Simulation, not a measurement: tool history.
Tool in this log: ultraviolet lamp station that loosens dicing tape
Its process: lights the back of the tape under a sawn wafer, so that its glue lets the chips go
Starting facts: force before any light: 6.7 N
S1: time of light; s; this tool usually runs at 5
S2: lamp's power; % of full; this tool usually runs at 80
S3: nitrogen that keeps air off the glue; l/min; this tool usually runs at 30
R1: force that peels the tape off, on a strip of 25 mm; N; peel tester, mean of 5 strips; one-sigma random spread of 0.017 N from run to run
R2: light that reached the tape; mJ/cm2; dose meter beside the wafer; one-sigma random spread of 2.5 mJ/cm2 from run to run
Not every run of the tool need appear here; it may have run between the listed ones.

run     day  S1  S2  S3     R1   R2
  1   0.000   5  80  30  1.055  266
      0.900  -- window cleaned of glue's vapour
  2   1.600   3  80  30  1.827  175
  3   2.450   5  80  53  0.616  285
  4   3.788   5  80  30  0.906  289
  5   4.704   5  80  30  0.882  289
  6   6.308   5  80  24  1.014  285
  7   7.750   5  80  30  0.882  279
  8   8.871   5  80  30  0.885  283
  9   9.979   6  80  30  0.658  332
 10  11.108   6  80  30  0.643  332
 11  12.504   6  80  30  0.690  334
 12  14.133   6  80  30  0.671  329
 13  15.600   8  80  30  0.395  432
 14  16.796   5  80  27  1.049  271
 15  18.342   5  80  27  1.071  267
 16  19.725   5  80  28  1.076  265
 17  20.717   5  80  30  1.020  262
 18  21.929   5  80  30  1.023  261
 19  23.033   5  80  30  1.035  261
 20  23.733   5  80  30  1.037  254
 21  24.625   5  80  30  1.081  257
 22  25.725   5  80  58  0.741  259
 23  26.638   3  60  30  2.944  114
 24  27.554   3  74  36  2.235  138
 25  28.475   3  74  36  2.234  143
 26  29.158   5  92  12  1.583  289
 27  30.733   4  80  12  2.453  198
 28  31.433   4  80  12  2.441  198
 29  33.008   3  84  37  1.922  155
 30  33.725   3  84  37  2.020  150
 31  35.012   5  78  56  0.900  233
 32  35.879   5  80  57  0.855  240
 33  36.667   7  65  59  0.654  273
 34  37.875   7  81  50  0.469  341
 35  39.379   7  81  50  0.465  329
 36  41.021   3  81  50  1.984  143
 37  42.646   9  76  30  0.462  397
     44.071  -- window cleaned of glue's vapour
 38  44.071   5  99  18  1.084  312
 39  44.996   5  99  18  1.137  308
 40  46.167   3  64  20  3.140  117
 41  47.179   4  80  31  1.540  199

Pick out some run-to-run changes in R1. Of each, how much would a tool without hidden state show as well, from the settings, what came in and chance, and how much is left for the hidden state and any gauge scatter not in both results compared?
The hidden state here: lamp's light, % of a new lamp's; light that the window lets through, % of a clean one's; drift of the gauge itself on peel_n, %; drift of the gauge itself on dose_mj_cm2, %.
Run 22 -> 23: S1 5 -> 3, S2 80 -> 60, S3 58 -> 30. R1 +2.203 N: hidden state +0.218, all else +1.985.
Run 35 -> 36: S1 7 -> 3. R1 +1.519 N: hidden state +0.401, all else +1.118.
Run 36 -> 37: S1 3 -> 9, S2 81 -> 76, S3 50 -> 30. R1 -1.522 N: hidden state -0.391, all else -1.131.
Run 39 -> 40: S1 5 -> 3, S2 99 -> 64, S3 18 -> 20. R1 +2.003 N: hidden state +0.148, all else +1.855.
Run 40 -> 41: S1 3 -> 4, S2 64 -> 80, S3 20 -> 31. R1 -1.600 N: hidden state -0.067, all else -1.533.
